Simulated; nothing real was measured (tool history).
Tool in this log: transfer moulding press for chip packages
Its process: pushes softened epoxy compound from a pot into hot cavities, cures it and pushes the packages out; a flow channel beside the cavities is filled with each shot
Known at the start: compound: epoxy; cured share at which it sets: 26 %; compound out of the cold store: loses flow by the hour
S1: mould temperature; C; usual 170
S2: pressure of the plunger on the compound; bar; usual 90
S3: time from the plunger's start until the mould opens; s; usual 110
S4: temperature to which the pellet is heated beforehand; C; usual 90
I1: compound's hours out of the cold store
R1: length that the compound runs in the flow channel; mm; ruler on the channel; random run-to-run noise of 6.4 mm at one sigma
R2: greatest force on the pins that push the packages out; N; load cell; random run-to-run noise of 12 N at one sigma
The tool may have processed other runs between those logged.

{"run": 1, "hour": 0.0, "S1": 170, "S2": 90, "S3": 110, "S4": 90, "I1": 46.2, "R1": 685, "R2": 620}
{"run": 2, "hour": 19.9, "S1": 165, "S2": 90, "S3": 110, "S4": 90, "I1": 40.1, "R1": 735, "R2": 887}
{"run": 3, "hour": 29.3, "S1": 165, "S2": 90, "S3": 110, "S4": 90, "I1": 38.2, "R1": 742, "R2": 908}
{"run": 4, "hour": 44.9, "S1": 165, "S2": 90, "S3": 110, "S4": 90, "I1": 13.7, "R1": 860, "R2": 1066}
{"run": 5, "hour": 62.7, "S1": 165, "S2": 90, "S3": 110, "S4": 90, "I1": 44.8, "R1": 710, "R2": 942}
{"hour": 71.5, "done": "cavities cleaned with cleaning compound and waxed"}
{"run": 6, "hour": 77.8, "S1": 174, "S2": 90, "S3": 110, "S4": 90, "I1": 22.9, "R1": 787, "R2": 522}
{"run": 7, "hour": 97.4, "S1": 174, "S2": 90, "S3": 110, "S4": 90, "I1": 24.8, "R1": 783, "R2": 569}
{"run": 8, "hour": 109.4, "S1": 170, "S2": 90, "S3": 110, "S4": 90, "I1": 44.2, "R1": 667, "R2": 685}
{"hour": 112.3, "done": "mould's thermocouples calibrated"}
{"run": 9, "hour": 122.3, "S1": 170, "S2": 90, "S3": 110, "S4": 90, "I1": 29.9, "R1": 757, "R2": 715}
{"run": 10, "hour": 142.9, "S1": 170, "S2": 90, "S3": 110, "S4": 90, "I1": 38.9, "R1": 708, "R2": 741}
{"hour": 154.4, "done": "cavities cleaned with cleaning compound and waxed"}
{"run": 11, "hour": 156.9, "S1": 170, "S2": 90, "S3": 103, "S4": 90, "I1": 16.9, "R1": 823, "R2": 671}
{"run": 12, "hour": 166.6, "S1": 170, "S2": 90, "S3": 103, "S4": 90, "I1": 8.8, "R1": 850, "R2": 713}
{"run": 13, "hour": 178.2, "S1": 170, "S2": 90, "S3": 110, "S4": 90, "I1": 24.1, "R1": 773, "R2": 659}
{"run": 14, "hour": 198.1, "S1": 170, "S2": 90, "S3": 110, "S4": 90, "I1": 13.5, "R1": 824, "R2": 683}
{"run": 15, "hour": 213.5, "S1": 170, "S2": 90, "S3": 110, "S4": 90, "I1": 9.5, "R1": 842, "R2": 759}
{"hour": 218.5, "done": "mould's thermocouples calibrated, once more"}
{"hour": 236.9, "done": "cavities cleaned with cleaning compound and waxed"}
{"run": 16, "hour": 236.9, "S1": 168, "S2": 79.6, "S3": 123, "S4": 100, "I1": 45, "R1": 629, "R2": 543}
{"run": 17, "hour": 252.5, "S1": 176, "S2": 82.9, "S3": 110, "S4": 90, "I1": 24.2, "R1": 712, "R2": 512}
{"run": 18, "hour": 264.4, "S1": 164, "S2": 90, "S3": 141, "S4": 99, "I1": 44.9, "R1": 681, "R2": 625}
{"run": 19, "hour": 276.1, "S1": 170, "S2": 76.1, "S3": 120, "S4": 82, "I1": 12.5, "R1": 760, "R2": 629}
{"run": 20, "hour": 289.8, "S1": 170, "S2": 76.1, "S3": 120, "S4": 82, "I1": 11.9, "R1": 760, "R2": 669}
{"run": 21, "hour": 304.6, "S1": 170, "S2": 76.1, "S3": 120, "S4": 82, "I1": 27.3, "R1": 671, "R2": 660}
{"hour": 317.1, "done": "cavities cleaned with cleaning compound and waxed"}
{"run": 22, "hour": 319.8, "S1": 170, "S2": 104.5, "S3": 120, "S4": 90, "I1": 9.5, "R1": 880, "R2": 547}
{"run": 23, "hour": 333.0, "S1": 170, "S2": 104.5, "S3": 120, "S4": 90, "I1": 43, "R1": 718, "R2": 561}

Run 24 has not been measured yet. What should we expect?
{"run": 24, "hour": 348.1, "S1": 170, "S2": 88.9, "S3": 96, "S4": 90, "I1": 40.7, "R1": "?", "R2": "?"}

{"run 24": {"R1": 666, "R2": 810}}
On a tool with no hidden condition, and with the same random variation, this run would have come out at R1 716 mm, R2 683 N.
